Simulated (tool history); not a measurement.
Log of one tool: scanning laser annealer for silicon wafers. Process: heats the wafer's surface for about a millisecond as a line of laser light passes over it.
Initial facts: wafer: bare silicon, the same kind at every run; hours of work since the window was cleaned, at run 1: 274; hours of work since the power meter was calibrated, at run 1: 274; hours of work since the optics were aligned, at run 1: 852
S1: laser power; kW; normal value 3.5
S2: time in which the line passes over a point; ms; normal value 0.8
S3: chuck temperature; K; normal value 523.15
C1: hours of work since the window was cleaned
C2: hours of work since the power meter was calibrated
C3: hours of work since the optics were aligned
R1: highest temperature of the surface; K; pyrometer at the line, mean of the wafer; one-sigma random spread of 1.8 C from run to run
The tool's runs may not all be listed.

| run | day | S1 | S2 | S3 | C1 | C2 | C3 | R1 |
|---|---|---|---|---|---|---|---|---|
| 1 | 0 | 3.5 | 0.8 | 523.15 | 274 | 274 | 852 | 1242.15 |
| 2 | 1.225 | 3.5 | 0.609 | 523.15 | 288 | 288 | 867 | 1136.15 |
| 3 | 3.154 | 3.5 | 0.681 | 523.15 | 311 | 311 | 889 | 1179.15 |
| 4 | 4.379 | 3.5 | 0.681 | 520.15 | 325 | 325 | 903 | 1171.15 |
| 5 | 5.992 | 3.5 | 0.8 | 523.15 | 344 | 344 | 922 | 1234.15 |
| 6 | 7.558 | 3.5 | 0.8 | 523.15 | 362 | 362 | 940 | 1239.15 |
| 7 | 8.421 | 3.5 | 0.87 | 523.15 | 372 | 372 | 950 | 1274.15 |
| 8 | 9.358 | 3.5 | 0.87 | 523.15 | 383 | 383 | 961 | 1267.15 |
| 9 | 10.383 | 3.5 | 0.603 | 523.15 | 395 | 395 | 973 | 1130.15 |
| 10 | 12.292 | 3.5 | 0.8 | 523.15 | 417 | 417 | 996 | 1232.15 |
| 11 | 13.633 | 3.5 | 0.8 | 523.15 | 433 | 433 | 1011 | 1228.15 |
| 12 | 15.171 | 3.5 | 0.8 | 515.15 | 451 | 451 | 1029 | 1224.15 |
| 13 | 16.508 | 3.747 | 0.8 | 523.15 | 467 | 467 | 1045 | 1274.15 |
| 14 | 17.704 | 3.683 | 0.8 | 523.15 | 481 | 481 | 1059 | 1263.15 |
| 15 | 19.45 | 3.683 | 0.8 | 523.15 | 501 | 501 | 1079 | 1265.15 |
| 16 | 20.388 | 3.543 | 0.8 | 523.15 | 512 | 512 | 1090 | 1236.15 |
| 17 | 22.246 | 3.543 | 0.8 | 523.15 | 534 | 534 | 1112 | 1236.15 |
| 18 | 23.408 | 3.543 | 0.8 | 523.15 | 547 | 547 | 1125 | 1236.15 |
| 19 | 24.583 | 3.543 | 0.8 | 523.15 | 561 | 561 | 1139 | 1232.15 |
| 20 | 26.354 | 3.543 | 0.8 | 523.15 | 582 | 582 | 1160 | 1232.15 |
| 21 | 27.862 | 3.5 | 0.717 | 523.15 | 599 | 599 | 1177 | 1181.15 |
| 22 | 29.121 | 3.472 | 0.717 | 542.15 | 614 | 614 | 1192 | 1194.15 |
| 23 | 30.388 | 3.472 | 0.717 | 542.15 | 629 | 629 | 1207 | 1196.15 |
| 24 | 31.533 | 3.824 | 0.706 | 483.15 | 642 | 642 | 1220 | 1190.15 |
| 25 | 32.546 | 3.089 | 0.728 | 514.15 | 654 | 654 | 1232 | 1105.15 |
| 26 | 33.675 | 3.089 | 0.728 | 499.15 | 667 | 667 | 1245 | 1091.15 |
| 27 | 34.979 | 3.5 | 0.649 | 534.15 | 682 | 682 | 1260 | 1152.15 |
|  | 36.783 | optics aligned, line set to its width |
| 28 | 36.862 | 3.602 | 0.935 | 514.15 | 702 | 702 | 1 | 1306.15 |
| 29 | 38.542 | 3.102 | 0.849 | 513.15 | 721 | 721 | 21 | 1165.15 |
| 30 | 40.296 | 3.54 | 0.849 | 541.15 | 742 | 742 | 41 | 1274.15 |
| 31 | 42.175 | 3.79 | 0.901 | 509.15 | 764 | 764 | 63 | 1319.15 |
| 32 | 43.008 | 3.498 | 0.955 | 509.15 | 774 | 774 | 73 | 1285.15 |
| 33 | 44.392 | 3.463 | 0.955 | 509.15 | 790 | 790 | 89 | 1278.15 |
| 34 | 45.879 | 3.131 | 0.8 | 521.15 | 807 | 807 | 106 | 1152.15 |
|  | 47.25 | window over the wafer cleaned |
| 35 | 47.808 | 3.746 | 0.996 | 523.15 | 7 | 829 | 128 | 1402.15 |
| 36 | 49.738 | 3.353 | 0.996 | 511.15 | 29 | 851 | 150 | 1305.15 |
| 37 | 51.458 | 3.798 | 0.85 | 504.15 | 49 | 871 | 170 | 1314.15 |
| 38 | 52.792 | 3.744 | 0.612 | 489.15 | 65 | 887 | 186 | 1150.15 |
| 39 | 53.883 | 3.744 | 0.612 | 489.15 | 77 | 900 | 199 | 1151.15 |
| 40 | 55.175 | 3.744 | 0.612 | 489.15 | 93 | 915 | 214 | 1150.15 |
| 41 | 56.283 | 3.744 | 0.612 | 489.15 | 105 | 928 | 227 | 1147.15 |
| 42 | 57.104 | 3.744 | 0.612 | 489.15 | 115 | 937 | 236 | 1149.15 |

3 ways to go on from here, each from the tool as it stands after run 42. What would each give?
| A | 58.733 | 3.778 | 0.8 | 523.15 | 134 | 956 | 255 | ? |
| B | 58.733 | 3.849 | 0.687 | 515.15 | 134 | 956 | 255 | ? |
| C | 58.733 | 2.989 | 0.728 | 487.15 | 134 | 956 | 255 | ? |

| run | R1 |
|---|---|
| A | 1299.15 |
| B | 1236.15 |
| C | 1083.15 |
Take away the tool's hidden state, keep each run's random variation, and the runs would have read:
| run | R1 |
|---|---|
| A | 1315.15 |
| B | 1251.15 |
| C | 1095.15 |
